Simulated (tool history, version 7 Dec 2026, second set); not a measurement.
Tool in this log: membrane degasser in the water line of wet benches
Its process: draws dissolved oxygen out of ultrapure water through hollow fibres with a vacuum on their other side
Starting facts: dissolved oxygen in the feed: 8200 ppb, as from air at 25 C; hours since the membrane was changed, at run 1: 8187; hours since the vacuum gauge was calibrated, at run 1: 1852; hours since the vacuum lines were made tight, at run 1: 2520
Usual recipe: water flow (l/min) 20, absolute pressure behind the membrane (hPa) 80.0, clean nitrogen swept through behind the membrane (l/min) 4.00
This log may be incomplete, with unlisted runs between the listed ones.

run    hour  water flow (l/min)  absolute pressure behind the membrane (hPa)  clean nitrogen swept through behind the membrane (l/min)  hours since the membrane was changed  hours since the vacuum gauge was calibrated  hours since the vacuum lines were made tight  dissolved oxygen in the water behind the degasser (ppb)  pressure that the water loses in the fibres (hPa)
  1     0.0                  20                                         80.0                                                      4.00                                  8187                                         1852                                          2520                                                     60.5                                              626.5
  2   158.0                  20                                         80.0                                                      4.00                                  8345                                         2010                                          2678                                                     61.0                                              625.6
  3   310.9                  20                                         59.7                                                      4.00                                  8498                                         2162                                          2831                                                     34.3                                              621.0
  4   439.5                  31                                         80.0                                                      4.00                                  8627                                         2291                                          2960                                                    100.2                                              967.2
  5   541.2                  31                                         80.0                                                      4.00                                  8728                                         2393                                          3061                                                    100.3                                              964.5
  6   702.6                  31                                         80.0                                                      4.00                                  8890                                         2554                                          3223                                                     98.4                                              968.0
  7   938.5                  31                                         80.0                                                      4.00                                  9126                                         2790                                          3459                                                     97.7                                              968.3
  8  1158.9                  26                                         80.0                                                      4.00                                  9346                                         3010                                          3679                                                     80.2                                              804.7
  9  1366.3                  26                                         80.0                                                      4.00                                  9554                                         3218                                          3886                                                     80.5                                              811.4
 10  1511.4                  26                                         80.0                                                      4.00                                  9699                                         3363                                          4032                                                     79.1                                              805.3
 11  1609.3                  20                                         80.0                                                      4.00                                  9797                                         3461                                          4129                                                     61.8                                              624.2
 12  1847.6                  20                                         80.0                                                      4.00                                 10035                                         3699                                          4368                                                     59.9                                              619.7
 13  2020.6                  20                                        144.6                                                      4.00                                 10208                                         3872                                          4541                                                    139.9                                              622.4
     2042.5  -- seals of the vacuum lines changed
 14  2203.3                  20                                         80.0                                                      4.00                                 10389                                         4053                                           161                                                     61.2                                              621.0
 15  2346.5                  20                                         80.0                                                      1.79                                 10532                                         4196                                           304                                                    126.1                                              624.5
 16  2452.6                  20                                        133.9                                                      1.79                                 10638                                         4302                                           410                                                    262.6                                              616.2
 17  2676.2                  20                                         50.5                                                      4.00                                 10861                                         4526                                           634                                                     24.2                                              615.8
 18  2874.8                  12                                         50.5                                                      4.62                                 11060                                         4724                                           832                                                     11.7                                              374.5
 19  3000.6                  21                                         84.2                                                      1.73                                 11186                                         4850                                           958                                                    146.0                                              648.4
 20  3168.2                  13                                         92.9                                                      1.73                                 11353                                         5018                                          1126                                                    110.1                                              401.0
 21  3344.2                  20                                         71.5                                                      3.54                                 11529                                         5194                                          1302                                                     56.5                                              623.3
 22  3550.1                  20                                        134.1                                                      2.87                                 11735                                         5400                                          1508                                                    167.8                                              615.4
 23  3662.7                  32                                        194.5                                                      2.87                                 11848                                         5512                                          1620                                                    417.4                                              985.2
 24  3837.3                  17                                         63.6                                                      4.12                                 12023                                         5687                                          1795                                                     32.6                                              522.9
 25  4015.7                  17                                         63.6                                                      4.12                                 12201                                         5865                                          1973                                                     33.2                                              526.9
 26  4152.4                  28                                        116.5                                                      2.99                                 12338                                         6002                                          2110                                                    188.8                                              865.2
 27  4274.0                  24                                         81.0                                                      1.97                                 12459                                         6124                                          2232                                                    145.0                                              740.6
     4402.7  -- vacuum gauge calibrated
 28  4402.7                  20                                         48.8                                                      6.65                                 12587                                            0                                          2360                                                     14.1                                              615.2
 29  4563.6                  21                                         80.0                                                      9.77                                 12748                                          161                                          2521                                                     27.7                                              645.9
     4703.7  -- membrane cartridge changed
 30  4762.6                  21                                         94.6                                                      5.91                                    59                                          356                                          2716                                                     56.8                                              650.1
 31  4864.1                  21                                        154.3                                                      5.91                                   160                                          457                                          2817                                                    106.4                                              645.4
 32  5028.1                  21                                        135.9                                                      5.00                                   324                                          621                                          2981                                                    107.2                                              643.7

What if the next run were any one of these 3? Each begins from the tool's condition after run 32:
  A  5178.9                  25                                        102.6                                                      7.01                                   475                                          772                                          3132                                                        ?                                                  ?
  B  5178.9                  21                                         92.7                                                      2.54                                   475                                          772                                          3132                                                        ?                                                  ?
  C  5178.9                  14                                        159.3                                                      2.10                                   475                                          772                                          3132                                                        ?                                                  ?

run  dissolved oxygen in the water behind the degasser (ppb)  pressure that the water loses in the fibres (hPa)
  A                                                     65.5                                              771.5
  B                                                    122.9                                              644.4
  C                                                    199.6                                              430.1
Without the tool's unlogged condition, the same runs would have read:
run  dissolved oxygen in the water behind the degasser (ppb)  pressure that the water loses in the fibres (hPa)
  A                                                     65.4                                              783.3
  B                                                    122.8                                              654.2
  C                                                    199.5                                              436.7
